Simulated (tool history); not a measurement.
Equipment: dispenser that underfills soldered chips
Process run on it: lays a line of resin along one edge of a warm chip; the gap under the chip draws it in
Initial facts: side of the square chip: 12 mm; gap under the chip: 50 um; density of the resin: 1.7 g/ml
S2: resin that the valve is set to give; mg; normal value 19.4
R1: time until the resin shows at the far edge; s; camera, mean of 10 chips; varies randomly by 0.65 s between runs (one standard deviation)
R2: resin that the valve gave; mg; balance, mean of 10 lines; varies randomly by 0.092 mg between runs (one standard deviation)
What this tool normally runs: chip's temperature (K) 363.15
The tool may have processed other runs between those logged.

run 1 hour=0 | chip's_temperature_(K)=363.15 S2=19.4 | R1=73.8 R2=19.12
-- hour=3 new syringe of resin
run 2 hour=7.9 | chip's_temperature_(K)=363.15 S2=19.4 | R1=72.7 R2=18.84
-- hour=10.7 new syringe of resin
run 3 hour=12.9 | chip's_temperature_(K)=363.15 S2=19.4 | R1=64.6 R2=18.73
-- hour=18.3 new syringe of resin
run 4 hour=19.4 | chip's_temperature_(K)=363.15 S2=19.4 | R1=62.6 R2=18.87
-- hour=25.9 new syringe of resin
run 5 hour=25.9 | chip's_temperature_(K)=363.15 S2=19.4 | R1=60.7 R2=18.63
run 6 hour=31.3 | chip's_temperature_(K)=363.15 S2=19.4 | R1=75.2 R2=18.71
-- hour=33.6 new syringe of resin
run 7 hour=35.9 | chip's_temperature_(K)=363.15 S2=19.3 | R1=65.4 R2=18.36
-- hour=41.5 new syringe of resin
run 8 hour=43.6 | chip's_temperature_(K)=372.15 S2=22.8 | R1=44.8 R2=21.59
-- hour=49.4 dispensing valve cleaned and set on the balance
-- hour=50.4 new syringe of resin
run 9 hour=51 | chip's_temperature_(K)=377.15 S2=18.3 | R1=36.8 R2=18.42
run 10 hour=55.4 | chip's_temperature_(K)=377.15 S2=18.3 | R1=43.3 R2=18.04
-- hour=58.2 new syringe of resin
run 11 hour=63.7 | chip's_temperature_(K)=377.15 S2=18.3 | R1=42.9 R2=18.24

3 options for the next run, each taken on its own from the tool as it stands now. Forecast them:
-- hour=66 new syringe of resin
-- hour=73.5 new syringe of resin
run A hour=73.8 | chip's_temperature_(K)=377.15 S2=23.5 | R1=? R2=?
-- hour=66 new syringe of resin
-- hour=73.5 new syringe of resin
run B hour=73.8 | chip's_temperature_(K)=350.15 S2=17 | R1=? R2=?
-- hour=66 new syringe of resin
-- hour=73.5 new syringe of resin
run C hour=73.8 | chip's_temperature_(K)=373.15 S2=19.4 | R1=? R2=?

run=A R1=34.3 R2=23.32
run=B R1=104.6 R2=16.84
run=C R1=40.5 R2=19.08
Take away the tool's hidden state, keep each run's random variation, and the runs would have read:
run=A R1=32.7 R2=23.59
run=B R1=98.8 R2=17.04
run=C R1=38.6 R2=19.31

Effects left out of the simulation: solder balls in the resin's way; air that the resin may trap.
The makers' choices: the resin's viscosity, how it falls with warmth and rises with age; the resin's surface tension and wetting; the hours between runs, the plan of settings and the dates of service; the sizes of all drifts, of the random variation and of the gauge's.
